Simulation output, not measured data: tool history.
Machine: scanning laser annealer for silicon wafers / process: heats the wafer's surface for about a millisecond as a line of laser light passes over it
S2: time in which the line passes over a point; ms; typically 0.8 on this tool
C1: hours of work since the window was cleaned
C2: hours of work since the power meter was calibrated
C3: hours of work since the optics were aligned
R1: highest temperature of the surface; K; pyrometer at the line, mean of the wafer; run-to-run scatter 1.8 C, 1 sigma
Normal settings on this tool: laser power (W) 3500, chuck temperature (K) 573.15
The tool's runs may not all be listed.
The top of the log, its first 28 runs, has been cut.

run 29 hour=438.7 | laser_power_(W)=3735 S2=0.59 chuck_temperature_(K)=573.15 | C1=357 C2=420 C3=575 | R1=1256.15
run 30 hour=460.1 | laser_power_(W)=3735 S2=0.59 chuck_temperature_(K)=573.15 | C1=367 C2=430 C3=585 | R1=1249.15
run 31 hour=475.4 | laser_power_(W)=3503 S2=0.8 chuck_temperature_(K)=534.15 | C1=374 C2=437 C3=593 | R1=1261.15
run 32 hour=484.3 | laser_power_(W)=3166 S2=0.8 chuck_temperature_(K)=534.15 | C1=378 C2=442 C3=597 | R1=1172.15
run 33 hour=503.6 | laser_power_(W)=3235 S2=0.8 chuck_temperature_(K)=573.15 | C1=388 C2=451 C3=606 | R1=1227.15
run 34 hour=513.6 | laser_power_(W)=3268 S2=0.726 chuck_temperature_(K)=546.15 | C1=392 C2=456 C3=611 | R1=1178.15
run 35 hour=528.5 | laser_power_(W)=3500 S2=0.933 chuck_temperature_(K)=573.15 | C1=400 C2=463 C3=618 | R1=1360.15
run 36 hour=539.5 | laser_power_(W)=3668 S2=0.921 chuck_temperature_(K)=551.15 | C1=405 C2=468 C3=623 | R1=1381.15
run 37 hour=548.7 | laser_power_(W)=3036 S2=0.781 chuck_temperature_(K)=533.15 | C1=409 C2=472 C3=627 | R1=1130.15
run 38 hour=565 | laser_power_(W)=3500 S2=0.771 chuck_temperature_(K)=536.15 | C1=417 C2=480 C3=635 | R1=1249.15
run 39 hour=578.3 | laser_power_(W)=3500 S2=0.771 chuck_temperature_(K)=536.15 | C1=423 C2=486 C3=642 | R1=1248.15
run 40 hour=592.8 | laser_power_(W)=3500 S2=0.771 chuck_temperature_(K)=536.15 | C1=430 C2=493 C3=648 | R1=1247.15
run 41 hour=605.1 | laser_power_(W)=3272 S2=0.8 chuck_temperature_(K)=539.15 | C1=436 C2=499 C3=654 | R1=1204.15
run 42 hour=622 | laser_power_(W)=3751 S2=0.578 chuck_temperature_(K)=547.15 | C1=444 C2=507 C3=662 | R1=1219.15

Here are 3 independent what-if runs from the current tool condition. What would each one return?
run A hour=644 | laser_power_(W)=3751 S2=0.873 chuck_temperature_(K)=547.15 | C1=454 C2=518 C3=673 | R1=?
run B hour=644 | laser_power_(W)=3113 S2=0.8 chuck_temperature_(K)=573.15 | C1=454 C2=518 C3=673 | R1=?
run C hour=644 | laser_power_(W)=3564 S2=0.8 chuck_temperature_(K)=573.15 | C1=454 C2=518 C3=673 | R1=?

run=A R1=1380.15
run=B R1=1197.15
run=C R1=1315.15
The same runs, with their run-to-run variation unchanged, on a tool lacking any hidden condition would have given:
run=A R1=1382.15
run=B R1=1198.15
run=C R1=1317.15
